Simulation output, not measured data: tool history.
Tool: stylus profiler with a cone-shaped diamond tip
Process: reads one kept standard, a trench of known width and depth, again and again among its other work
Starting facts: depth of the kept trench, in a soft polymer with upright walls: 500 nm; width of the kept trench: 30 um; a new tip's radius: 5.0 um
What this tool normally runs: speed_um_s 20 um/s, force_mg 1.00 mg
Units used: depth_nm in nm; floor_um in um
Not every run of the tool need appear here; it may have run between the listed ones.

run 1 day=0.000 | speed_um_s=20 force_mg=1.00 | depth_nm=506.06 floor_um=21.73
run 2 day=0.446 | speed_um_s=20 force_mg=1.00 | depth_nm=505.99 floor_um=21.74
run 3 day=0.888 | speed_um_s=20 force_mg=1.00 | depth_nm=506.23 floor_um=21.71
run 4 day=1.612 | speed_um_s=20 force_mg=1.00 | depth_nm=506.26 floor_um=21.70
-- day=2.108 new tip fitted, height scale calibrated
run 5 day=2.108 | speed_um_s=20 force_mg=1.00 | depth_nm=504.12 floor_um=25.38
run 6 day=2.683 | speed_um_s=12 force_mg=1.00 | depth_nm=503.92 floor_um=25.42
run 7 day=3.017 | speed_um_s=12 force_mg=1.00 | depth_nm=504.19 floor_um=25.45
run 8 day=3.704 | speed_um_s=12 force_mg=1.00 | depth_nm=504.34 floor_um=25.36
run 9 day=4.250 | speed_um_s=12 force_mg=1.00 | depth_nm=504.07 floor_um=25.31
run 10 day=4.692 | speed_um_s=20 force_mg=0.75 | depth_nm=503.19 floor_um=25.21
run 11 day=5.262 | speed_um_s=20 force_mg=0.75 | depth_nm=503.33 floor_um=25.19
run 12 day=5.650 | speed_um_s=20 force_mg=0.75 | depth_nm=503.51 floor_um=25.15
run 13 day=6.383 | speed_um_s=20 force_mg=0.75 | depth_nm=503.44 floor_um=25.13
run 14 day=6.762 | speed_um_s=20 force_mg=1.00 | depth_nm=504.33 floor_um=25.13
run 15 day=7.154 | speed_um_s=20 force_mg=1.00 | depth_nm=504.03 floor_um=25.12
run 16 day=7.492 | speed_um_s=5 force_mg=1.00 | depth_nm=504.14 floor_um=25.24
run 17 day=8.171 | speed_um_s=5 force_mg=1.00 | depth_nm=503.97 floor_um=25.23
run 18 day=8.621 | speed_um_s=20 force_mg=1.00 | depth_nm=504.50 floor_um=25.00
run 19 day=8.971 | speed_um_s=41 force_mg=1.00 | depth_nm=504.19 floor_um=24.83
run 20 day=9.350 | speed_um_s=41 force_mg=1.00 | depth_nm=504.14 floor_um=24.82
run 21 day=10.071 | speed_um_s=41 force_mg=1.00 | depth_nm=504.38 floor_um=24.75
run 22 day=10.638 | speed_um_s=41 force_mg=1.00 | depth_nm=504.46 floor_um=24.76
run 23 day=11.292 | speed_um_s=41 force_mg=1.00 | depth_nm=504.10 floor_um=24.72
run 24 day=11.733 | speed_um_s=8 force_mg=2.25 | depth_nm=507.49 floor_um=25.05
run 25 day=12.458 | speed_um_s=8 force_mg=2.25 | depth_nm=507.44 floor_um=24.94
run 26 day=12.946 | speed_um_s=7 force_mg=1.00 | depth_nm=504.49 floor_um=24.95
run 27 day=13.542 | speed_um_s=6 force_mg=0.59 | depth_nm=502.89 floor_um=24.89
-- day=13.596 height scale calibrated on a step standard
run 28 day=13.917 | speed_um_s=9 force_mg=0.40 | depth_nm=502.36 floor_um=24.82
run 29 day=14.238 | speed_um_s=12 force_mg=0.53 | depth_nm=502.93 floor_um=24.81
run 30 day=14.729 | speed_um_s=12 force_mg=0.53 | depth_nm=502.86 floor_um=24.69
run 31 day=15.412 | speed_um_s=5 force_mg=0.53 | depth_nm=503.04 floor_um=24.83
run 32 day=16.008 | speed_um_s=5 force_mg=0.53 | depth_nm=502.77 floor_um=24.77
run 33 day=16.717 | speed_um_s=5 force_mg=0.53 | depth_nm=502.78 floor_um=24.78
run 34 day=17.458 | speed_um_s=21 force_mg=0.50 | depth_nm=502.96 floor_um=24.48
run 35 day=17.812 | speed_um_s=11 force_mg=1.00 | depth_nm=504.81 floor_um=24.71
-- day=17.971 height scale calibrated on a step standard, once more
run 36 day=18.254 | speed_um_s=11 force_mg=0.65 | depth_nm=503.12 floor_um=24.63
run 37 day=18.746 | speed_um_s=11 force_mg=0.65 | depth_nm=503.25 floor_um=24.63
run 38 day=19.312 | speed_um_s=11 force_mg=0.65 | depth_nm=503.22 floor_um=24.52
run 39 day=19.658 | speed_um_s=20 force_mg=0.83 | depth_nm=503.94 floor_um=24.42
run 40 day=20.038 | speed_um_s=20 force_mg=0.66 | depth_nm=503.32 floor_um=24.42
run 41 day=20.804 | speed_um_s=20 force_mg=0.66 | depth_nm=503.24 floor_um=24.37
run 42 day=21.542 | speed_um_s=18 force_mg=0.52 | depth_nm=503.01 floor_um=24.35
run 43 day=22.033 | speed_um_s=20 force_mg=1.62 | depth_nm=506.00 floor_um=24.43
run 44 day=22.771 | speed_um_s=20 force_mg=1.62 | depth_nm=506.09 floor_um=24.41
run 45 day=23.308 | speed_um_s=20 force_mg=0.67 | depth_nm=503.40 floor_um=24.25
run 46 day=23.946 | speed_um_s=20 force_mg=0.67 | depth_nm=503.56 floor_um=24.28

Some steps in depth_nm between neighbouring runs. How much of each would the tool show without its hidden state too (settings, what came in, random variation), and how much is left for the hidden state, with any gauge scatter that isn't in both results?
Hidden state at play: radius of the tip, um; height scale over the true one, %; drift of the gauge itself on depth_nm, %; drift of the gauge itself on floor_um, %.
Run 4 -> 5: new tip fitted, height scale calibrated. depth_nm -2.14 nm: hidden state -2.15, all else +0.01.
Run 11 -> 12: no setting changed, nothing entered. depth_nm +0.18 nm: hidden state +0.02, all else +0.16.
Run 17 -> 18: speed_um_s 5 -> 20. depth_nm +0.53 nm: hidden state +0.02, all else +0.51.
Run 23 -> 24: speed_um_s 41 -> 8, force_mg 1.00 -> 2.25. depth_nm +3.39 nm: hidden state +0.01, all else +3.38.
Run 25 -> 26: speed_um_s 8 -> 7, force_mg 2.25 -> 1.00. depth_nm -2.95 nm: hidden state +0.01, all else -2.96.
Run 42 -> 43: speed_um_s 18 -> 20, force_mg 0.52 -> 1.62. depth_nm +2.99 nm: hidden state +0.01, all else +2.98.

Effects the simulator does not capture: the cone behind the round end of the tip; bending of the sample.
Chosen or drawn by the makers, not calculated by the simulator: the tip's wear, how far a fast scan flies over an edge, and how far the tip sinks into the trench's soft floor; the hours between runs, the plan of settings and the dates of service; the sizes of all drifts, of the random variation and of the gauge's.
